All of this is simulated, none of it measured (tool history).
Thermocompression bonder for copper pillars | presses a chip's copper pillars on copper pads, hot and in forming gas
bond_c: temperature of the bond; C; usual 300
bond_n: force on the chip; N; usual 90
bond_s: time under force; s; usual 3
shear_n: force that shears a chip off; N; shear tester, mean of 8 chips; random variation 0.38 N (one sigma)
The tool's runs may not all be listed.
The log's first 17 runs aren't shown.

| run | hour | bond_c | bond_n | bond_s | hours of work since the heater was calibrated | hours of work since the force cell was calibrated | hours of work since the gas filter was changed | shear_n |
|---|---|---|---|---|---|---|---|---|
| 18 | 962.3 | 300 | 90 | 3 | 1071 | 482 | 150 | 51.3 |
| 19 | 1031.4 | 300 | 90 | 3 | 1102 | 513 | 181 | 50.8 |
|  | 1052.8 | forming gas filter changed |
| 20 | 1070.2 | 281 | 90 | 6 | 1119 | 530 | 8 | 57.0 |
|  | 1078.3 | force cell calibrated |
| 21 | 1134.8 | 281 | 90 | 6 | 1147 | 25 | 36 | 57.2 |
| 22 | 1184.9 | 308 | 80 | 4 | 1170 | 48 | 59 | 58.7 |
| 23 | 1222.4 | 326 | 85 | 7 | 1186 | 65 | 75 | 76.8 |
| 24 | 1270.5 | 302 | 56 | 3 | 1208 | 86 | 97 | 42.3 |
| 25 | 1353.7 | 270 | 56 | 3 | 1245 | 124 | 134 | 29.7 |
| 26 | 1415.5 | 315 | 64 | 4 | 1273 | 151 | 162 | 54.1 |
|  | 1476.3 | forming gas filter changed |
|  | 1483.2 | heater calibrated with a thermocouple chip |
| 27 | 1495.0 | 291 | 78 | 6 | 5 | 186 | 7 | 61.5 |
|  | 1524.1 | force cell calibrated, once more |
| 28 | 1530.6 | 307 | 78 | 2 | 21 | 3 | 23 | 46.5 |
| 29 | 1586.4 | 307 | 78 | 2 | 46 | 28 | 48 | 46.2 |
| 30 | 1661.3 | 301 | 90 | 3 | 79 | 62 | 81 | 54.3 |
| 31 | 1720.5 | 307 | 92 | 3 | 106 | 88 | 108 | 56.2 |
| 32 | 1770.4 | 307 | 94 | 3 | 128 | 111 | 130 | 56.7 |
| 33 | 1812.5 | 307 | 94 | 3 | 147 | 129 | 149 | 55.5 |
| 34 | 1888.8 | 288 | 105 | 6 | 181 | 164 | 184 | 62.4 |
|  | 1905.1 | forming gas filter changed |
| 35 | 1934.8 | 300 | 76 | 3 | 202 | 184 | 13 | 50.1 |
| 36 | 2017.4 | 300 | 90 | 3 | 239 | 221 | 50 | 54.1 |
| 37 | 2101.4 | 328 | 68 | 3 | 277 | 259 | 88 | 58.1 |
| 38 | 2183.4 | 327 | 93 | 7 | 313 | 296 | 125 | 79.5 |

3 ways to go on from here, each from the tool as it stands after run 38. What would each give?
| A | 2265.1 | 285 | 128 | 2 | 350 | 332 | 162 | ? |
| B | 2265.1 | 281 | 65 | 7 | 350 | 332 | 162 | ? |
| C | 2265.1 | 325 | 90 | 4 | 350 | 332 | 162 | ? |

| run | shear_n |
|---|---|
| A | 47.0 |
| B | 50.8 |
| C | 67.2 |
Without the tool's hidden state the same runs would have given:
| run | shear_n |
|---|---|
| A | 49.9 |
| B | 54.0 |
| C | 71.0 |

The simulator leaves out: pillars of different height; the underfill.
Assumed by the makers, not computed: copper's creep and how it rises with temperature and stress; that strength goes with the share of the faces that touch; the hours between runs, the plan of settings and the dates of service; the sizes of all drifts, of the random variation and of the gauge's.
